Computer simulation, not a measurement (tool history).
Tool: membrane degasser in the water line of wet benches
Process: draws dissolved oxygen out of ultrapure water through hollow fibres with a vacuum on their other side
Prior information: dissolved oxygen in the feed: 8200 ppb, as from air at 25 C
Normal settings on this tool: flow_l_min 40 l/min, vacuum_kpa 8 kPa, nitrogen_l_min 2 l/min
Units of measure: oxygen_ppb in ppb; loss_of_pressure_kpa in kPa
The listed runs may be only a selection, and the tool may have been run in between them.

Run 1, hour 0: usual settings. Result: oxygen_ppb 221.7 ppb, loss_of_pressure_kpa 49.45 kPa.
Run 2, hour 34.4: usual settings. Result: oxygen_ppb 221.7 ppb, loss_of_pressure_kpa 49.9 kPa.
Run 3, hour 92.2: usual settings. Result: oxygen_ppb 222.3 ppb, loss_of_pressure_kpa 49.5 kPa.
Run 4, hour 166.9: usual settings but vacuum_kpa 5.78 kPa. Result: oxygen_ppb 125.9 ppb, loss_of_pressure_kpa 49.44 kPa.
Run 5, hour 219.7: usual settings. Result: oxygen_ppb 222.8 ppb, loss_of_pressure_kpa 49.5 kPa.
Run 6, hour 267.2: usual settings. Result: oxygen_ppb 222 ppb, loss_of_pressure_kpa 49.28 kPa.
Run 7, hour 349.3: usual settings. Result: oxygen_ppb 223.6 ppb, loss_of_pressure_kpa 49.69 kPa.
Run 8, hour 404.2: usual settings but vacuum_kpa 11.93 kPa. Result: oxygen_ppb 387.3 ppb, loss_of_pressure_kpa 49.15 kPa.
Run 9, hour 481.5: usual settings but vacuum_kpa 11.93 kPa. Result: oxygen_ppb 387 ppb, loss_of_pressure_kpa 49.74 kPa.
Run 10, hour 520.7: usual settings. Result: oxygen_ppb 223 ppb, loss_of_pressure_kpa 49.33 kPa.
Run 11, hour 600.4: usual settings. Result: oxygen_ppb 223.5 ppb, loss_of_pressure_kpa 49.45 kPa.
Run 12, hour 668.5: usual settings. Result: oxygen_ppb 222.6 ppb, loss_of_pressure_kpa 49.56 kPa.
Run 13, hour 733.2: usual settings but vacuum_kpa 18.79 kPa. Result: oxygen_ppb 661.4 ppb, loss_of_pressure_kpa 49.43 kPa.
Run 14, hour 773.4: usual settings. Result: oxygen_ppb 222.9 ppb, loss_of_pressure_kpa 49.72 kPa.
Run 15, hour 816.2: usual settings but nitrogen_l_min 1.81 l/min. Result: oxygen_ppb 244.3 ppb, loss_of_pressure_kpa 49.93 kPa.
Run 16, hour 870.4: usual settings. Result: oxygen_ppb 224.1 ppb, loss_of_pressure_kpa 49.7 kPa.
Run 17, hour 925.2: usual settings. Result: oxygen_ppb 224 ppb, loss_of_pressure_kpa 49.45 kPa.
Run 18, hour 968.5: usual settings but flow_l_min 30 l/min, vacuum_kpa 18 kPa, nitrogen_l_min 4.84 l/min. Result: oxygen_ppb 221.9 ppb, loss_of_pressure_kpa 37.32 kPa.
At hour 978.1: seals of the vacuum lines changed.
Run 19, hour 1033: usual settings but vacuum_kpa 11.98 kPa, nitrogen_l_min 2.79 l/min. Result: oxygen_ppb 293.7 ppb, loss_of_pressure_kpa 49.84 kPa.
Run 20, hour 1092.9: usual settings but vacuum_kpa 11.98 kPa, nitrogen_l_min 2.79 l/min. Result: oxygen_ppb 292.6 ppb, loss_of_pressure_kpa 50.03 kPa.
Run 21, hour 1160.7: usual settings but flow_l_min 45 l/min, vacuum_kpa 13.95 kPa. Result: oxygen_ppb 524.8 ppb, loss_of_pressure_kpa 55.98 kPa.
Run 22, hour 1213: usual settings but flow_l_min 45 l/min, vacuum_kpa 12.8 kPa, nitrogen_l_min 1.06 l/min. Result: oxygen_ppb 769.6 ppb, loss_of_pressure_kpa 56.29 kPa.
Run 23, hour 1262.2: usual settings but flow_l_min 45 l/min, vacuum_kpa 5.73 kPa, nitrogen_l_min 1.95 l/min. Result: oxygen_ppb 151.1 ppb, loss_of_pressure_kpa 56.37 kPa.
Run 24, hour 1340.6: usual settings but flow_l_min 43 l/min, vacuum_kpa 16.81 kPa, nitrogen_l_min 1.23 l/min. Result: oxygen_ppb 911.9 ppb, loss_of_pressure_kpa 53.49 kPa.
Run 25, hour 1403.8: usual settings but flow_l_min 35 l/min, vacuum_kpa 14.85 kPa, nitrogen_l_min 4.4 l/min. Result: oxygen_ppb 222.6 ppb, loss_of_pressure_kpa 43.52 kPa.
Run 26, hour 1451.7: usual settings but flow_l_min 53 l/min, vacuum_kpa 5.28 kPa, nitrogen_l_min 1.08 l/min. Result: oxygen_ppb 244.9 ppb, loss_of_pressure_kpa 66.15 kPa.
Run 27, hour 1485.1: usual settings but flow_l_min 33 l/min, vacuum_kpa 5.28 kPa, nitrogen_l_min 1.16 l/min. Result: oxygen_ppb 138.8 ppb, loss_of_pressure_kpa 40.98 kPa.
Run 28, hour 1543.2: usual settings but flow_l_min 33 l/min, vacuum_kpa 5.28 kPa, nitrogen_l_min 1.16 l/min. Result: oxygen_ppb 138.3 ppb, loss_of_pressure_kpa 41.35 kPa.
Run 29, hour 1576.5: usual settings but flow_l_min 53 l/min, vacuum_kpa 5.56 kPa, nitrogen_l_min 2.12 l/min. Result: oxygen_ppb 172.1 ppb, loss_of_pressure_kpa 66.2 kPa.
Run 30, hour 1652.4: usual settings but vacuum_kpa 17.47 kPa. Result: oxygen_ppb 615.5 ppb, loss_of_pressure_kpa 49.88 kPa.
Run 31, hour 1695.7: usual settings but flow_l_min 35 l/min, vacuum_kpa 8.86 kPa, nitrogen_l_min 1.61 l/min. Result: oxygen_ppb 275.4 ppb, loss_of_pressure_kpa 43.54 kPa.
Run 32, hour 1765.3: usual settings but flow_l_min 35 l/min, vacuum_kpa 8.86 kPa, nitrogen_l_min 1.61 l/min. Result: oxygen_ppb 276.1 ppb, loss_of_pressure_kpa 43.41 kPa.

Predict each of these 3 candidate next runs independently; none follows another, all start after run 32:
Run A, hour 1839: usual settings but flow_l_min 25 l/min, vacuum_kpa 8.86 kPa, nitrogen_l_min 1.61 l/min. Result: oxygen_ppb ?, loss_of_pressure_kpa ?.
Run B, hour 1839: usual settings but flow_l_min 35 l/min, vacuum_kpa 9.32 kPa, nitrogen_l_min 1.61 l/min. Result: oxygen_ppb ?, loss_of_pressure_kpa ?.
Run C, hour 1839: usual settings but flow_l_min 52 l/min, vacuum_kpa 17.46 kPa, nitrogen_l_min 0.91 l/min. Result: oxygen_ppb ?, loss_of_pressure_kpa ?.

run  oxygen_ppb  loss_of_pressure_kpa
  A         204                 31.29
  B       299.5                 43.72
  C      1365.1                 65.23
Without the tool's hidden state the same runs would have given:
run  oxygen_ppb  loss_of_pressure_kpa
  A       196.9                 30.69
  B       289.5                 42.89
  C      1345.7                    64

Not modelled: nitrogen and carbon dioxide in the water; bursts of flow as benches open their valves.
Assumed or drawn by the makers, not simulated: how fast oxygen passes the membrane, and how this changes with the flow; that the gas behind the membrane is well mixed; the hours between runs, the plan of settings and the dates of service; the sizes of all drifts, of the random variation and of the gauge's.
